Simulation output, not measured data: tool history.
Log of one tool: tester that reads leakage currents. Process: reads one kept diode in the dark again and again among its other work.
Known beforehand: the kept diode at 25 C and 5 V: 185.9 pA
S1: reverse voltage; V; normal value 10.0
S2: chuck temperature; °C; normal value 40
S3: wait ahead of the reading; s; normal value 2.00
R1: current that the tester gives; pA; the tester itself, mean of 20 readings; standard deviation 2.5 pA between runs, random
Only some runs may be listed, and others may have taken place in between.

run 1 hour=0.0 | S1=10.0 S2=40 S3=2.00 | R1=851.22
run 2 hour=81.1 | S1=10.0 S2=40 S3=2.00 | R1=850.42
run 3 hour=178.3 | S1=10.0 S2=40 S3=2.00 | R1=850.20
run 4 hour=274.7 | S1=10.0 S2=29 S3=2.00 | R1=368.49
run 5 hour=378.3 | S1=10.0 S2=29 S3=2.00 | R1=369.31
run 6 hour=445.0 | S1=10.0 S2=40 S3=0.71 | R1=845.51
run 7 hour=511.2 | S1=10.0 S2=40 S3=0.71 | R1=851.04
run 8 hour=602.5 | S1=10.0 S2=27 S3=0.71 | R1=315.73
-- hour=613.4 chuck's temperature calibrated
run 9 hour=672.7 | S1=10.0 S2=27 S3=0.71 | R1=318.73
-- hour=746.3 tester calibrated
run 10 hour=747.1 | S1=10.0 S2=27 S3=0.71 | R1=319.64
run 11 hour=835.5 | S1=1.2 S2=27 S3=7.16 | R1=103.01

What does the tool deliver on the next run?
run 12 hour=888.4 | S1=1.2 S2=27 S3=7.16 | R1=?

{"run 12": {"R1": 102.58}}
Were there no unlogged condition in the tool, this run, its random variation unchanged, would have produced R1 102.63 pA.
